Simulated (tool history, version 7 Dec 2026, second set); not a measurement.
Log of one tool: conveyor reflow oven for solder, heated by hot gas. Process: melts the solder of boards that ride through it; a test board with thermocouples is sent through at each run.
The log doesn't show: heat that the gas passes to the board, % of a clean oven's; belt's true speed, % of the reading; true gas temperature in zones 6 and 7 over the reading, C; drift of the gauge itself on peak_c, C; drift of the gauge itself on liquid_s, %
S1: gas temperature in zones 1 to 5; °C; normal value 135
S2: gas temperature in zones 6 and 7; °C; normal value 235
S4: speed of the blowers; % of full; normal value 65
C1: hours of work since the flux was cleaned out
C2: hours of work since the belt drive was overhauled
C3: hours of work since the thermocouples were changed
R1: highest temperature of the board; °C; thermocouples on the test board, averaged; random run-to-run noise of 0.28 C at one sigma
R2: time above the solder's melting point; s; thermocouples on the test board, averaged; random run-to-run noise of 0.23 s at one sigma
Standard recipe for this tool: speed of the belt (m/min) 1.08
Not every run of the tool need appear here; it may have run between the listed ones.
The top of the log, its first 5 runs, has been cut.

-- hour=396.2 flux residue cleaned out of gas plates and filters
run 6 hour=396.2 | S1=135 S2=235 speed_of_the_belt_(m/min)=1.08 S4=65 | C1=0 C2=1130 C3=821 | R1=212.6 R2=29.2
-- hour=428.5 thermocouples of zones 6 and 7 changed
run 7 hour=494.2 | S1=135 S2=235 speed_of_the_belt_(m/min)=1.08 S4=65 | C1=58 C2=1188 C3=40 | R1=212 R2=29.5
run 8 hour=558.4 | S1=135 S2=235 speed_of_the_belt_(m/min)=1.08 S4=65 | C1=97 C2=1227 C3=79 | R1=212.3 R2=29.7
run 9 hour=649 | S1=135 S2=235 speed_of_the_belt_(m/min)=1.08 S4=65 | C1=152 C2=1282 C3=134 | R1=212 R2=29.3
-- hour=703.6 flux residue cleaned out of gas plates and filters
run 10 hour=748.7 | S1=135 S2=235 speed_of_the_belt_(m/min)=1.29 S4=65 | C1=27 C2=1339 C3=191 | R1=205 R2=20.8
run 11 hour=848.4 | S1=135 S2=235 speed_of_the_belt_(m/min)=1.08 S4=65 | C1=88 C2=1400 C3=251 | R1=212.3 R2=29.7
-- hour=886.8 belt drive overhauled, speed set with a stopwatch
run 12 hour=908.2 | S1=135 S2=235 speed_of_the_belt_(m/min)=1.08 S4=77 | C1=122 C2=13 C3=285 | R1=215.2 R2=31.1
run 13 hour=960.5 | S1=135 S2=235 speed_of_the_belt_(m/min)=1.08 S4=77 | C1=153 C2=45 C3=317 | R1=215.2 R2=31.1
run 14 hour=1003.7 | S1=135 S2=235 speed_of_the_belt_(m/min)=1.08 S4=77 | C1=179 C2=71 C3=343 | R1=215.6 R2=31
-- hour=1014.4 flux residue cleaned out of gas plates and filters
run 15 hour=1075.5 | S1=126 S2=235 speed_of_the_belt_(m/min)=1.08 S4=65 | C1=37 C2=111 C3=384 | R1=209.9 R2=26.9
run 16 hour=1128 | S1=132 S2=235 speed_of_the_belt_(m/min)=1.08 S4=65 | C1=69 C2=143 C3=416 | R1=211.4 R2=28.3
run 17 hour=1193.9 | S1=137 S2=236 speed_of_the_belt_(m/min)=1.23 S4=65 | C1=109 C2=183 C3=455 | R1=208.2 R2=23.5
run 18 hour=1249.2 | S1=124 S2=236 speed_of_the_belt_(m/min)=1.23 S4=77 | C1=142 C2=217 C3=489 | R1=208.6 R2=22.2
-- hour=1322.6 flux residue cleaned out of gas plates and filters
run 19 hour=1322.6 | S1=150 S2=246 speed_of_the_belt_(m/min)=0.87 S4=77 | C1=0 C2=258 C3=531 | R1=233.8 R2=51.8
run 20 hour=1412.1 | S1=150 S2=233 speed_of_the_belt_(m/min)=0.87 S4=60 | C1=54 C2=312 C3=585 | R1=218.9 R2=45.9
run 21 hour=1493.3 | S1=135 S2=224 speed_of_the_belt_(m/min)=1.15 S4=65 | C1=103 C2=362 C3=634 | R1=201.1 R2=21
run 22 hour=1575.9 | S1=135 S2=224 speed_of_the_belt_(m/min)=1.15 S4=65 | C1=154 C2=412 C3=684 | R1=201.6 R2=20.9
-- hour=1633 flux residue cleaned out of gas plates and filters
run 23 hour=1638.2 | S1=135 S2=235 speed_of_the_belt_(m/min)=1.16 S4=58 | C1=3 C2=446 C3=719 | R1=207.5 R2=24.4
run 24 hour=1680.1 | S1=139 S2=235 speed_of_the_belt_(m/min)=1 S4=63 | C1=29 C2=472 C3=744 | R1=215.7 R2=34.9
run 25 hour=1763.2 | S1=139 S2=235 speed_of_the_belt_(m/min)=1 S4=63 | C1=79 C2=522 C3=795 | R1=215.3 R2=34.8
-- hour=1838.1 thermocouples of zones 6 and 7 changed
run 26 hour=1858.1 | S1=139 S2=235 speed_of_the_belt_(m/min)=1 S4=63 | C1=135 C2=579 C3=12 | R1=215.3 R2=34.9
-- hour=1943.7 flux residue cleaned out of gas plates and filters
run 27 hour=1943.7 | S1=139 S2=235 speed_of_the_belt_(m/min)=1 S4=63 | C1=0 C2=627 C3=61 | R1=215.8 R2=34.7
run 28 hour=2040.7 | S1=136 S2=235 speed_of_the_belt_(m/min)=1.1 S4=69 | C1=59 C2=686 C3=120 | R1=213.3 R2=29.3
run 29 hour=2123.4 | S1=127 S2=235 speed_of_the_belt_(m/min)=1.08 S4=65 | C1=109 C2=736 C3=170 | R1=210.9 R2=27.2
run 30 hour=2204.8 | S1=133 S2=235 speed_of_the_belt_(m/min)=0.91 S4=62 | C1=158 C2=786 C3=219 | R1=217 R2=37.6

Each row is a separate what-if for the run after 30, all from the same tool condition, not one after another. Results?
-- hour=2250.4 flux residue cleaned out of gas plates and filters
run A hour=2279 | S1=130 S2=239 speed_of_the_belt_(m/min)=1.08 S4=80 | C1=17 C2=828 C3=261 | R1=? R2=?
-- hour=2250.4 flux residue cleaned out of gas plates and filters
run B hour=2279 | S1=146 S2=235 speed_of_the_belt_(m/min)=1.25 S4=89 | C1=17 C2=828 C3=261 | R1=? R2=?
-- hour=2250.4 flux residue cleaned out of gas plates and filters
run C hour=2279 | S1=124 S2=235 speed_of_the_belt_(m/min)=1.08 S4=57 | C1=17 C2=828 C3=261 | R1=? R2=?

run=A R1=218.2 R2=32
run=B R1=215.3 R2=29.2
run=C R1=207.4 R2=24.1
The same runs, with their run-to-run variation unchanged, on a tool lacking any hidden condition would have given:
run=A R1=218.2 R2=31.9
run=B R1=215.2 R2=29.1
run=C R1=207.3 R2=24

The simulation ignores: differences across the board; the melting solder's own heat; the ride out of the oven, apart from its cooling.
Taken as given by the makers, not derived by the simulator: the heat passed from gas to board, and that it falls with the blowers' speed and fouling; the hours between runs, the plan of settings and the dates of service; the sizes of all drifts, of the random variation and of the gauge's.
